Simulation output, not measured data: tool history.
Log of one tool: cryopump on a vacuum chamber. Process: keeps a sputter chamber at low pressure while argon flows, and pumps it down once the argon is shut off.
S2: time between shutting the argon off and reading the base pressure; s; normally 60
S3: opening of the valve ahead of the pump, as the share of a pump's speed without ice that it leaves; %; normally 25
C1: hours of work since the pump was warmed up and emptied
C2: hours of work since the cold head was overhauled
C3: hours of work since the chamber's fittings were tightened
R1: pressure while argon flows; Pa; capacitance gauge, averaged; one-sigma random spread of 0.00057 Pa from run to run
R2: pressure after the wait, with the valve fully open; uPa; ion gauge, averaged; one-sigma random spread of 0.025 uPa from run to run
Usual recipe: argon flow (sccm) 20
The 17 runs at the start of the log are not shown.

Run 18, hour 319.8: usual settings but argon flow (sccm) 9, S2 31 s, S3 40 %; C1 486; C2 486; C3 3194. Result: R1 0.0206 Pa, R2 4.01 uPa.
Run 19, hour 331.7: usual settings but argon flow (sccm) 9, S2 31 s, S3 40 %; C1 493; C2 493; C3 3201. Result: R1 0.0203 Pa, R2 3.96 uPa.
Run 20, hour 354.9: usual settings but argon flow (sccm) 9, S2 79 s, S3 18 %; C1 506; C2 506; C3 3215. Result: R1 0.0442 Pa, R2 3.12 uPa.
Run 21, hour 367.5: usual settings but argon flow (sccm) 9, S2 79 s, S3 18 %; C1 514; C2 514; C3 3222. Result: R1 0.0436 Pa, R2 3.04 uPa.
Run 22, hour 389.9: usual settings but argon flow (sccm) 9, S2 79 s, S3 18 %; C1 527; C2 527; C3 3236. Result: R1 0.0444 Pa, R2 3.13 uPa.
Run 23, hour 413.3: usual settings but argon flow (sccm) 17, S2 150 s, S3 43 %; C1 540; C2 540; C3 3249. Result: R1 0.0363 Pa, R2 2.78 uPa.
Run 24, hour 433.1: usual settings but argon flow (sccm) 17, S2 150 s, S3 43 %; C1 552; C2 552; C3 3261. Result: R1 0.0378 Pa, R2 2.83 uPa.
Run 25, hour 451.7: usual settings but argon flow (sccm) 8, S3 32 %; C1 563; C2 563; C3 3272. Result: R1 0.0221 Pa, R2 3.34 uPa.
Run 26, hour 469.4: usual settings but argon flow (sccm) 8, S2 138 s, S3 18 %; C1 573; C2 573; C3 3282. Result: R1 0.0403 Pa, R2 2.86 uPa.
Run 27, hour 483.4: usual settings but argon flow (sccm) 11; C1 581; C2 581; C3 3290. Result: R1 0.039 Pa, R2 3.34 uPa.
Run 28, hour 494.7: usual settings but argon flow (sccm) 11; C1 588; C2 588; C3 3297. Result: R1 0.0397 Pa, R2 3.39 uPa.
Run 29, hour 509.1: usual settings but argon flow (sccm) 25; C1 597; C2 597; C3 3305. Result: R1 0.0903 Pa, R2 3.33 uPa.
Run 30, hour 531.5: usual settings but argon flow (sccm) 25; C1 610; C2 610; C3 3319. Result: R1 0.0888 Pa, R2 3.41 uPa.
Run 31, hour 543: usual settings but argon flow (sccm) 25, S2 37 s, S3 46 %; C1 616; C2 616; C3 3325. Result: R1 0.0508 Pa, R2 3.91 uPa.
Run 32, hour 562: usual settings but argon flow (sccm) 35, S2 31 s, S3 50 %; C1 628; C2 628; C3 3336. Result: R1 0.0662 Pa, R2 4.2 uPa.
Run 33, hour 572.5: usual settings but argon flow (sccm) 10, S3 33 %; C1 634; C2 634; C3 3343. Result: R1 0.0277 Pa, R2 3.51 uPa.
Run 34, hour 589.9: usual settings but argon flow (sccm) 10, S3 33 %; C1 644; C2 644; C3 3353. Result: R1 0.0285 Pa, R2 3.41 uPa.

Predict each of these 3 candidate next runs independently; none follows another, all start after run 34:
Run A, hour 614.5: usual settings but argon flow (sccm) 10, S2 26 s, S3 45 %; C1 658; C2 658; C3 3367. Result: R1 ?, R2 ?.
Run B, hour 614.5: usual settings but argon flow (sccm) 32; C1 658; C2 658; C3 3367. Result: R1 ?, R2 ?.
Run C, hour 614.5: usual settings but S2 143 s; C1 658; C2 658; C3 3367. Result: R1 ?, R2 ?.

run      R1    R2
  A  0.0205  4.59
  B  0.1163  3.55
  C   0.072  3.03
Without the tool's unlogged condition, the same runs would have read:
run      R1    R2
  A  0.0183   2.1
  B  0.1091  1.01
  C  0.0675  0.51
